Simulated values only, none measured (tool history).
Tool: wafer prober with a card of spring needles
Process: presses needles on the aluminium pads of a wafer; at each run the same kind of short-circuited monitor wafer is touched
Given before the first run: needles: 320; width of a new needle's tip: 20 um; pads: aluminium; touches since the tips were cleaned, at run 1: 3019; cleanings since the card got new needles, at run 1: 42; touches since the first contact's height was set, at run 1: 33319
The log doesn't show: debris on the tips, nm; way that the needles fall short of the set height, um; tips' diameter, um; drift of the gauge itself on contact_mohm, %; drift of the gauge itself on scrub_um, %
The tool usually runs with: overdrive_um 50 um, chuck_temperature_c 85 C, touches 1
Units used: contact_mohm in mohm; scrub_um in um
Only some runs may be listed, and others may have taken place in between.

run    hour  overdrive_um  chuck_temperature_c  touches  touches since the tips were cleaned  cleanings since the card got new needles  touches since the first contact's height was set  contact_mohm  scrub_um
  1     0.0            50                   85        1                                 3019                                        42                                             33319           194      9.85
       17.3  -- tips cleaned on abrasive film
       48.7  -- tips cleaned on abrasive film
  2    62.6            50                   85        1                                 3319                                        44                                             48159           191      9.83
       79.4  -- tips cleaned on abrasive film
      110.3  -- tips cleaned on abrasive film
  3   115.5            60                   85        1                                 1244                                        46                                             60683           186     11.74
      142.8  -- tips cleaned on abrasive film
  4   149.2            60                   85        1                                 1510                                        47                                             68653           186     11.64
      171.5  -- tips cleaned on abrasive film
  5   190.8            60                   85        1                                 4569                                        48                                             78509           186     11.79
      201.8  -- tips cleaned on abrasive film
      233.1  -- tips cleaned on abrasive film
      262.1  -- tips cleaned on abrasive film
  6   269.5            60                   85        1                                 1761                                        51                                             97144           187     11.84
      290.2  -- tips cleaned on abrasive film
      321.0  -- tips cleaned on abrasive film
  7   321.0            60                   70        1                                    0                                        53                                            109341           185     11.72
      349.7  -- tips cleaned on abrasive film
      376.7  -- tips cleaned on abrasive film
  8   390.2            60                   70        1                                 3218                                        55                                            125747           183     11.74
      397.2  -- height of the first contact set anew
      404.0  -- tips cleaned on abrasive film
      434.0  -- tips cleaned on abrasive film
      462.5  -- tips cleaned on abrasive film
  9   472.4            60                   70        1                                 2359                                        58                                             17792           183     11.77
      490.4  -- tips cleaned on abrasive film
 10   505.9            60                   70        1                                 3668                                        59                                             25719           184     11.76
      518.1  -- tips cleaned on abrasive film
      548.6  -- tips cleaned on abrasive film
 11   552.9            50                   87        1                                 1036                                        61                                             36854           189      9.87
      581.8  -- tips cleaned on abrasive film
      612.0  -- tips cleaned on abrasive film
 12   617.8            50                   85        1                                 1391                                        63                                             52230           190      9.81
      642.3  -- tips cleaned on abrasive film
      675.2  -- tips cleaned on abrasive film
 13   690.5            50                   85        1                                 3650                                        65                                             69467           190      9.79
      703.6  -- tips cleaned on abrasive film
      732.9  -- tips cleaned on abrasive film
      763.1  -- tips cleaned on abrasive film
 14   765.9            50                   85        1                                  669                                        68                                             87307           193      9.80
      795.6  -- tips cleaned on abrasive film
 15   819.7            50                   85        1                                 5733                                        69                                            100075           189      9.82
      823.3  -- tips cleaned on abrasive film
      853.3  -- tips cleaned on abrasive film
 16   874.1            55                   41        1                                 4937                                        71                                            112937           180     10.83
      882.1  -- tips cleaned on abrasive film
      910.9  -- tips cleaned on abrasive film
      931.2  -- height of the first contact set anew
      941.1  -- tips cleaned on abrasive film
 17   948.0            55                   41        1                                 1629                                        74                                              3973           179     10.76
      969.9  -- tips cleaned on abrasive film
      998.3  -- tips cleaned on abrasive film
 18  1015.5            50                   69        2                                 4081                                        76                                             19970           188      9.80
     1029.0  -- tips cleaned on abrasive film
 19  1052.0            50                   69        2                                 5460                                        77                                             28618           187      9.85
     1056.2  -- tips cleaned on abrasive film
     1083.9  -- tips cleaned on abrasive film
 20  1102.9            50                   69        2                                 4503                                        79                                             40666           190      9.83
     1116.4  -- tips cleaned on abrasive film
     1148.6  -- tips cleaned on abrasive film
 21  1161.6            50                   69        2                                 3075                                        81                                             54566           185      9.75
     1179.7  -- tips cleaned on abrasive film
 22  1202.1            41                   45        1                                 5318                                        82                                             64169           188      7.98
     1207.5  -- tips cleaned on abrasive film
     1237.0  -- tips cleaned on abrasive film
 23  1260.1            41                  100        3                                 5496                                        84                                             77914           199      8.07
     1270.3  -- tips cleaned on abrasive film
     1299.1  -- tips cleaned on abrasive film
     1326.5  -- tips cleaned on abrasive film
 24  1326.5            50                   43        1                                    0                                        87                                             93613           179      9.79
     1354.9  -- tips cleaned on abrasive film
     1384.7  -- tips cleaned on abrasive film
 25  1391.2            33                   36        2                                 1553                                        89                                            108958           196      6.47
     1416.8  -- tips cleaned on abrasive film
     1447.4  -- tips cleaned on abrasive film
     1466.0  -- height of the first contact set anew
 26  1467.5            33                   36        2                                 4717                                        91                                               362           187      6.43
     1474.8  -- tips cleaned on abrasive film
     1505.2  -- tips cleaned on abrasive film
 27  1531.3            50                   40        2                                 6194                                        93                                             15459           182      9.75
     1534.8  -- tips cleaned on abrasive film
     1563.1  -- tips cleaned on abrasive film
     1590.2  -- tips cleaned on abrasive film
 28  1611.9            31                   85        2                                 5157                                        96                                             34538           210      6.10

Across each entry between runs, compare the hidden state at the last listed run before it with the hidden state at the first listed run after it:
Between runs 1 and 2: tips cleaned on abrasive film (hour 17.3); tips cleaned on abrasive film (hour 48.7)
  debris on the tips, nm: 0.4 -> 0.5
Between runs 2 and 3: tips cleaned on abrasive film (hour 79.4); tips cleaned on abrasive film (hour 110.3)
  debris on the tips, nm: 0.5 -> 0.2
Between runs 3 and 4: tips cleaned on abrasive film (hour 142.8)
  debris on the tips, nm: 0.2 -> 0.3
Between runs 4 and 5: tips cleaned on abrasive film (hour 171.5)
  debris on the tips, nm: 0.3 -> 0.5; way that the needles fall short of the set height, um: 0 -> 0.01
Between runs 5 and 6: tips cleaned on abrasive film (hour 201.8); tips cleaned on abrasive film (hour 233.1); tips cleaned on abrasive film (hour 262.1)
  debris on the tips, nm: 0.5 -> 0.3
Between runs 6 and 7: tips cleaned on abrasive film (hour 290.2); tips cleaned on abrasive film (hour 321.0)
  debris on the tips, nm: 0.3 -> 0.1
Between runs 7 and 8: tips cleaned on abrasive film (hour 349.7); tips cleaned on abrasive film (hour 376.7)
  debris on the tips, nm: 0.1 -> 0.4
Between runs 8 and 9: height of the first contact set anew (hour 397.2); tips cleaned on abrasive film (hour 404.0); tips cleaned on abrasive film (hour 434.0); tips cleaned on abrasive film (hour 462.5)
  debris on the tips, nm: 0.4 -> 0.3; way that the needles fall short of the set height, um: 0.01 -> 0
Between runs 9 and 10: tips cleaned on abrasive film (hour 490.4)
  debris on the tips, nm: 0.3 -> 0.4
Between runs 10 and 11: tips cleaned on abrasive film (hour 518.1); tips cleaned on abrasive film (hour 548.6)
  debris on the tips, nm: 0.4 -> 0.2
Between runs 11 and 12: tips cleaned on abrasive film (hour 581.8); tips cleaned on abrasive film (hour 612.0)
  no difference in the tool's unlogged condition between these two runs
Between runs 12 and 13: tips cleaned on abrasive film (hour 642.3); tips cleaned on abrasive film (hour 675.2)
  debris on the tips, nm: 0.2 -> 0.4
Between runs 13 and 14: tips cleaned on abrasive film (hour 703.6); tips cleaned on abrasive film (hour 732.9); tips cleaned on abrasive film (hour 763.1)
  debris on the tips, nm: 0.4 -> 0.1; way that the needles fall short of the set height, um: 0 -> 0.01
Between runs 14 and 15: tips cleaned on abrasive film (hour 795.6)
  debris on the tips, nm: 0.1 -> 0.6
Between runs 15 and 16: tips cleaned on abrasive film (hour 823.3); tips cleaned on abrasive film (hour 853.3)
  no difference in the tool's unlogged condition between these two runs
Between runs 16 and 17: tips cleaned on abrasive film (hour 882.1); tips cleaned on abrasive film (hour 910.9); height of the first contact set anew (hour 931.2); tips cleaned on abrasive film (hour 941.1)
  debris on the tips, nm: 0.6 -> 0.2; way that the needles fall short of the set height, um: 0.01 -> 0
Between runs 17 and 18: tips cleaned on abrasive film (hour 969.9); tips cleaned on abrasive film (hour 998.3)
  debris on the tips, nm: 0.2 -> 0.5
Between runs 18 and 19: tips cleaned on abrasive film (hour 1029.0)
  debris on the tips, nm: 0.5 -> 0.6
Between runs 19 and 20: tips cleaned on abrasive film (hour 1056.2); tips cleaned on abrasive film (hour 1083.9)
  no difference in the tool's unlogged condition between these two runs
Between runs 20 and 21: tips cleaned on abrasive film (hour 1116.4); tips cleaned on abrasive film (hour 1148.6)
  debris on the tips, nm: 0.6 -> 0.4
Between runs 21 and 22: tips cleaned on abrasive film (hour 1179.7)
  debris on the tips, nm: 0.4 -> 0.6
Between runs 22 and 23: tips cleaned on abrasive film (hour 1207.5); tips cleaned on abrasive film (hour 1237.0)
  way that the needles fall short of the set height, um: 0 -> 0.01
Between runs 23 and 24: tips cleaned on abrasive film (hour 1270.3); tips cleaned on abrasive film (hour 1299.1); tips cleaned on abrasive film (hour 1326.5)
  debris on the tips, nm: 0.6 -> 0.1
Between runs 24 and 25: tips cleaned on abrasive film (hour 1354.9); tips cleaned on abrasive film (hour 1384.7)
  debris on the tips, nm: 0.1 -> 0.2
Between runs 25 and 26: tips cleaned on abrasive film (hour 1416.8); tips cleaned on abrasive film (hour 1447.4); height of the first contact set anew (hour 1466.0)
  debris on the tips, nm: 0.2 -> 0.5; way that the needles fall short of the set height, um: 0.01 -> 0
Between runs 26 and 27: tips cleaned on abrasive film (hour 1474.8); tips cleaned on abrasive film (hour 1505.2)
  debris on the tips, nm: 0.5 -> 0.6
Between runs 27 and 28: tips cleaned on abrasive film (hour 1534.8); tips cleaned on abrasive film (hour 1563.1); tips cleaned on abrasive film (hour 1590.2)
  tips' diameter, um: 20.01 -> 20.02
